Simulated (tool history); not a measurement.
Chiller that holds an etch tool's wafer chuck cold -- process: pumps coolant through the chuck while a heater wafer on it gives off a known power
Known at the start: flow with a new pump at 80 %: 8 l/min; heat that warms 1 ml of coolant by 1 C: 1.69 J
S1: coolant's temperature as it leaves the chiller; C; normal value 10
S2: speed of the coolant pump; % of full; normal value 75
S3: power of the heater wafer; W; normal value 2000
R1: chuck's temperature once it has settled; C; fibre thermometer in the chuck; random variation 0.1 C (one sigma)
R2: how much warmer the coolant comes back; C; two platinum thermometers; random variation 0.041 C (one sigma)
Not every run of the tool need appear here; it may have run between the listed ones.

run    hour  S1   S2    S3    R1     R2
  1       0  10   75  2000  32.2   9.39
  2   103.6  10   75  2000  32.2   9.44
  3   171.8  10   75  2000  32.2   9.51
  4   236.7  10   75  2000  32.1   9.51
  5   352.6  10   75  2000  32.1   9.48
  6   448.4  10   75  2000  32.2   9.46
  7   558.2  10   75  2000  32.1   9.54
  8   640.4  13   75  2000  35.2   9.47
  9   739.8  13   75  2000  35.1   9.44
 10   810.2  13   75  2000  35.1   9.49
 11   916.8  13   75  2000  35.1   9.47
 12  1032.8  10   75  1487  26.5   7.04
 13  1136.8  10   75  1487  26.3   7.04
 14  1253.5  10   75  2078    33   9.79
 15    1407  10   75  2078  32.8   9.88
 16  1503.8  10   89  2000  28.8   7.92
 17  1653.7  10   75  2000  32.1   9.54
 18  1719.9   1   86  2000  20.5   8.16
 19  1784.4   5   75  1752  24.4   8.27
     1907.2  -- chiller's thermometer calibrated
 20  1930.2   5   75  1752  24.4   8.34
 21  2005.4   5   75  1752  24.5   8.31
 22  2076.6  10   97  1752  25.2   6.34
 23  2162.2  15   91  1141  25.4    4.4
 24  2286.1   2  100  2159  20.2   7.65
 25  2409.2  17   64  1847  40.9  10.38
 26  2564.6   4   62  2000  30.7  11.62
     2616.1  -- coolant changed, channels flushed
 27  2677.4  10   75  2187  34.3  10.33
 28  2811.5  10   89  2187  30.5   8.75
 29  2929.9   2   75  1597  19.9   7.54
 30  3000.7   2   75  1597  19.8   7.64
 31  3074.2   7   83  1597  23.1   6.88
 32  3230.5   8   89  2642  32.8  10.46
 33  3296.3  14   64  2642  48.2  14.81

Alternative continuations, all from the tool just after run 33; predict every row:
     3404.8  -- coolant pump overhauled
  A  3425.7  14  68  2642   ?   ?
     3404.8  -- coolant pump overhauled
  B  3425.7  10  63  2000   ?   ?
     3404.8  -- coolant pump overhauled
  C  3425.7  20  85  1840   ?   ?

run    R1     R2
  A  46.1  13.87
  B  36.2   11.4
  C  38.1   7.64
With no hidden state in the tool, these same runs would have given:
run    R1     R2
  A  46.1  13.87
  B  36.1   11.4
  C  38.1   7.64
